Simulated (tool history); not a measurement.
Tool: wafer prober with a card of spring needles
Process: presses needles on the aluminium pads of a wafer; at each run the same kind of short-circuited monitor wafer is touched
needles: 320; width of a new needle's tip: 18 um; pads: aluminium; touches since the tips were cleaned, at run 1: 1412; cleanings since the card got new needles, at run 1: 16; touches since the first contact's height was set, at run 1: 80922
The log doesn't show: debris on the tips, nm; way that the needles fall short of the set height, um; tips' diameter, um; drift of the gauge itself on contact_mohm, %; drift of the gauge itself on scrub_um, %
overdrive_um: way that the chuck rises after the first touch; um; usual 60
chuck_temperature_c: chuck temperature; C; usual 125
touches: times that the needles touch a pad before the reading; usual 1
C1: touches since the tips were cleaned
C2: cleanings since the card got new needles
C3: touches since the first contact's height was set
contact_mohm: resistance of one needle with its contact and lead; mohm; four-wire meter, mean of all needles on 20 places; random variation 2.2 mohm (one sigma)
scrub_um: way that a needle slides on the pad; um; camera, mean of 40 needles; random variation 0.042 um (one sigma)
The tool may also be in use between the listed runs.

{"run": 1, "hour": 0.0, "overdrive_um": 60, "chuck_temperature_c": 125, "touches": 1, "C1": 1412, "C2": 16, "C3": 80922, "contact_mohm": 245, "scrub_um": 9.29}
{"run": 2, "hour": 7.5, "overdrive_um": 60, "chuck_temperature_c": 34, "touches": 1, "C1": 3864, "C2": 16, "C3": 83374, "contact_mohm": 230, "scrub_um": 9.36}
{"hour": 10.0, "done": "tips cleaned on abrasive film"}
{"run": 3, "hour": 13.8, "overdrive_um": 60, "chuck_temperature_c": 34, "touches": 1, "C1": 1231, "C2": 17, "C3": 85400, "contact_mohm": 227, "scrub_um": 9.35}
{"run": 4, "hour": 20.3, "overdrive_um": 60, "chuck_temperature_c": 34, "touches": 1, "C1": 3349, "C2": 17, "C3": 87518, "contact_mohm": 227, "scrub_um": 9.29}
{"hour": 24.4, "done": "tips cleaned on abrasive film"}
{"run": 5, "hour": 29.4, "overdrive_um": 60, "chuck_temperature_c": 125, "touches": 1, "C1": 1652, "C2": 18, "C3": 90488, "contact_mohm": 244, "scrub_um": 9.3}
{"hour": 38.6, "done": "tips cleaned on abrasive film"}
{"run": 6, "hour": 38.6, "overdrive_um": 61, "chuck_temperature_c": 125, "touches": 1, "C1": 0, "C2": 19, "C3": 93465, "contact_mohm": 248, "scrub_um": 9.53}
{"run": 7, "hour": 43.9, "overdrive_um": 61, "chuck_temperature_c": 54, "touches": 1, "C1": 1737, "C2": 19, "C3": 95202, "contact_mohm": 231, "scrub_um": 9.53}
{"run": 8, "hour": 49.8, "overdrive_um": 60, "chuck_temperature_c": 66, "touches": 1, "C1": 3668, "C2": 19, "C3": 97133, "contact_mohm": 233, "scrub_um": 9.31}
{"hour": 52.8, "done": "tips cleaned on abrasive film"}
{"run": 9, "hour": 59.0, "overdrive_um": 60, "chuck_temperature_c": 66, "touches": 1, "C1": 2001, "C2": 20, "C3": 100089, "contact_mohm": 234, "scrub_um": 9.44}
{"hour": 67.4, "done": "tips cleaned on abrasive film"}
{"run": 10, "hour": 70.3, "overdrive_um": 52, "chuck_temperature_c": 125, "touches": 1, "C1": 958, "C2": 21, "C3": 103770, "contact_mohm": 248, "scrub_um": 8.07}
{"run": 11, "hour": 79.7, "overdrive_um": 52, "chuck_temperature_c": 125, "touches": 1, "C1": 4045, "C2": 21, "C3": 106857, "contact_mohm": 248, "scrub_um": 8.14}
{"hour": 81.6, "done": "tips cleaned on abrasive film"}
{"run": 12, "hour": 86.2, "overdrive_um": 52, "chuck_temperature_c": 125, "touches": 1, "C1": 1505, "C2": 22, "C3": 108930, "contact_mohm": 250, "scrub_um": 8.16}
{"run": 13, "hour": 92.4, "overdrive_um": 55, "chuck_temperature_c": 125, "touches": 1, "C1": 3559, "C2": 22, "C3": 110984, "contact_mohm": 249, "scrub_um": 8.53}
{"hour": 95.7, "done": "tips cleaned on abrasive film"}
{"run": 14, "hour": 100.5, "overdrive_um": 60, "chuck_temperature_c": 34, "touches": 1, "C1": 1569, "C2": 23, "C3": 113581, "contact_mohm": 225, "scrub_um": 9.34}
{"run": 15, "hour": 109.0, "overdrive_um": 60, "chuck_temperature_c": 34, "touches": 2, "C1": 4350, "C2": 23, "C3": 116362, "contact_mohm": 228, "scrub_um": 9.31}
{"hour": 109.9, "done": "tips cleaned on abrasive film"}
{"run": 16, "hour": 120.2, "overdrive_um": 60, "chuck_temperature_c": 34, "touches": 2, "C1": 3357, "C2": 24, "C3": 119992, "contact_mohm": 226, "scrub_um": 9.31}
{"hour": 124.0, "done": "tips cleaned on abrasive film"}
{"run": 17, "hour": 130.6, "overdrive_um": 60, "chuck_temperature_c": 34, "touches": 2, "C1": 2158, "C2": 25, "C3": 123385, "contact_mohm": 229, "scrub_um": 9.34}
{"run": 18, "hour": 135.5, "overdrive_um": 60, "chuck_temperature_c": 125, "touches": 3, "C1": 3748, "C2": 25, "C3": 124975, "contact_mohm": 250, "scrub_um": 9.27}
{"hour": 138.7, "done": "tips cleaned on abrasive film"}
{"run": 19, "hour": 143.4, "overdrive_um": 61, "chuck_temperature_c": 77, "touches": 3, "C1": 1533, "C2": 26, "C3": 127522, "contact_mohm": 236, "scrub_um": 9.46}
{"hour": 153.0, "done": "tips cleaned on abrasive film"}
{"run": 20, "hour": 153.0, "overdrive_um": 65, "chuck_temperature_c": 36, "touches": 2, "C1": 0, "C2": 27, "C3": 130641, "contact_mohm": 225, "scrub_um": 10.18}
{"run": 21, "hour": 162.7, "overdrive_um": 45, "chuck_temperature_c": 36, "touches": 2, "C1": 3172, "C2": 27, "C3": 133813, "contact_mohm": 229, "scrub_um": 6.99}
{"hour": 167.2, "done": "tips cleaned on abrasive film"}
{"run": 22, "hour": 168.1, "overdrive_um": 45, "chuck_temperature_c": 36, "touches": 1, "C1": 315, "C2": 28, "C3": 135565, "contact_mohm": 230, "scrub_um": 6.97}
{"run": 23, "hour": 177.4, "overdrive_um": 49, "chuck_temperature_c": 71, "touches": 1, "C1": 3337, "C2": 28, "C3": 138587, "contact_mohm": 234, "scrub_um": 7.63}
{"hour": 181.6, "done": "tips cleaned on abrasive film"}
{"run": 24, "hour": 183.8, "overdrive_um": 49, "chuck_temperature_c": 71, "touches": 1, "C1": 745, "C2": 29, "C3": 140668, "contact_mohm": 239, "scrub_um": 7.62}
{"run": 25, "hour": 192.7, "overdrive_um": 77, "chuck_temperature_c": 37, "touches": 1, "C1": 3661, "C2": 29, "C3": 143584, "contact_mohm": 229, "scrub_um": 11.91}
{"hour": 195.7, "done": "tips cleaned on abrasive film"}
{"run": 26, "hour": 202.2, "overdrive_um": 77, "chuck_temperature_c": 37, "touches": 1, "C1": 2106, "C2": 30, "C3": 146634, "contact_mohm": 222, "scrub_um": 12.07}
{"hour": 210.0, "done": "tips cleaned on abrasive film"}
{"run": 27, "hour": 213.3, "overdrive_um": 77, "chuck_temperature_c": 37, "touches": 1, "C1": 1080, "C2": 31, "C3": 150251, "contact_mohm": 229, "scrub_um": 11.97}
{"run": 28, "hour": 221.7, "overdrive_um": 60, "chuck_temperature_c": 78, "touches": 2, "C1": 3816, "C2": 31, "C3": 152987, "contact_mohm": 239, "scrub_um": 9.29}
{"hour": 224.4, "done": "tips cleaned on abrasive film"}
{"run": 29, "hour": 226.9, "overdrive_um": 60, "chuck_temperature_c": 43, "touches": 1, "C1": 844, "C2": 32, "C3": 154679, "contact_mohm": 232, "scrub_um": 9.31}
{"run": 30, "hour": 232.5, "overdrive_um": 45, "chuck_temperature_c": 65, "touches": 2, "C1": 2673, "C2": 32, "C3": 156508, "contact_mohm": 238, "scrub_um": 6.97}
{"hour": 238.5, "done": "tips cleaned on abrasive film"}
{"run": 31, "hour": 239.9, "overdrive_um": 64, "chuck_temperature_c": 116, "touches": 2, "C1": 443, "C2": 33, "C3": 158876, "contact_mohm": 246, "scrub_um": 9.9}
{"run": 32, "hour": 250.6, "overdrive_um": 56, "chuck_temperature_c": 104, "touches": 1, "C1": 3942, "C2": 33, "C3": 162375, "contact_mohm": 247, "scrub_um": 8.73}
{"hour": 252.7, "done": "tips cleaned on abrasive film"}
{"run": 33, "hour": 261.5, "overdrive_um": 40, "chuck_temperature_c": 63, "touches": 2, "C1": 2850, "C2": 34, "C3": 165907, "contact_mohm": 238, "scrub_um": 6.16}

How the hidden state differs across the entries between the runs, from the last listed run before each to the first after it:
Between runs 2 and 3: tips cleaned on abrasive film (hour 10.0)
  debris on the tips, nm: 1.7 -> 1.2
Between runs 4 and 5: tips cleaned on abrasive film (hour 24.4)
  debris on the tips, nm: 1.7 -> 1.3
Between runs 5 and 6: tips cleaned on abrasive film (hour 38.6)
  debris on the tips, nm: 1.3 -> 0.1
Between runs 8 and 9: tips cleaned on abrasive film (hour 52.8)
  debris on the tips, nm: 1.7 -> 1.4
Between runs 9 and 10: tips cleaned on abrasive film (hour 67.4)
  debris on the tips, nm: 1.4 -> 0.9
Between runs 11 and 12: tips cleaned on abrasive film (hour 81.6)
  debris on the tips, nm: 1.8 -> 1.2
Between runs 13 and 14: tips cleaned on abrasive film (hour 95.7)
  debris on the tips, nm: 1.7 -> 1.2
Between runs 15 and 16: tips cleaned on abrasive film (hour 109.9)
  debris on the tips, nm: 1.8 -> 1.7; way that the needles fall short of the set height, um: 0.02 -> 0.03
Between runs 16 and 17: tips cleaned on abrasive film (hour 124.0)
  debris on the tips, nm: 1.7 -> 1.5
Between runs 18 and 19: tips cleaned on abrasive film (hour 138.7)
  debris on the tips, nm: 1.7 -> 1.2
Between runs 19 and 20: tips cleaned on abrasive film (hour 153.0)
  debris on the tips, nm: 1.2 -> 0.2
Between runs 21 and 22: tips cleaned on abrasive film (hour 167.2)
  debris on the tips, nm: 1.6 -> 0.5
Between runs 23 and 24: tips cleaned on abrasive film (hour 181.6)
  debris on the tips, nm: 1.7 -> 0.8
Between runs 25 and 26: tips cleaned on abrasive film (hour 195.7)
  debris on the tips, nm: 1.7 -> 1.5
Between runs 26 and 27: tips cleaned on abrasive film (hour 210.0)
  debris on the tips, nm: 1.5 -> 1
Between runs 28 and 29: tips cleaned on abrasive film (hour 224.4)
  debris on the tips, nm: 1.7 -> 0.8; way that the needles fall short of the set height, um: 0.03 -> 0.04
Between runs 30 and 31: tips cleaned on abrasive film (hour 238.5)
  debris on the tips, nm: 1.6 -> 0.5
Between runs 32 and 33: tips cleaned on abrasive film (hour 252.7)
  debris on the tips, nm: 1.7 -> 1.6
